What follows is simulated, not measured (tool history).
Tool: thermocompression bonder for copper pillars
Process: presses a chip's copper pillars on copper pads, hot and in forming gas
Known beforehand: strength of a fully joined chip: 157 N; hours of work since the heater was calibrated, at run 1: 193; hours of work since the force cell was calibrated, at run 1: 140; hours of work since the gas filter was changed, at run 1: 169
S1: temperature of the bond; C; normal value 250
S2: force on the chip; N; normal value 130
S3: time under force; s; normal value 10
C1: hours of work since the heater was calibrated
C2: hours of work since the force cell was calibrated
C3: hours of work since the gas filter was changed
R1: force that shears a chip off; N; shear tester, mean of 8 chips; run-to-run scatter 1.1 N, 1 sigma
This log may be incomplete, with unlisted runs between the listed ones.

Run 1, day 0.000: usual settings; C1 193; C2 140; C3 169. Result: R1 92.2 N.
Run 2, day 0.396: usual settings; C1 200; C2 147; C3 175. Result: R1 90.6 N.
Run 3, day 0.767: usual settings; C1 206; C2 153; C3 182. Result: R1 92.9 N.
Run 4, day 1.038: usual settings; C1 210; C2 158; C3 186. Result: R1 91.0 N.
Run 5, day 1.379: usual settings; C1 216; C2 163; C3 192. Result: R1 92.2 N.
Run 6, day 1.604: usual settings but S2 144 N; C1 220; C2 167; C3 196. Result: R1 100.5 N.
Run 7, day 1.896: usual settings but S2 144 N; C1 225; C2 172; C3 201. Result: R1 99.2 N.
Run 8, day 2.371: usual settings but S2 144 N; C1 233; C2 180; C3 209. Result: R1 97.1 N.

Run 9 is up next; what results do you expect?
Run 9, day 2.871: usual settings but S2 116 N; C1 241; C2 188; C3 217. Result: R1 ?.

R1: 82.8 N
With no hidden state in the tool, this same run would have given R1 87.4 N.
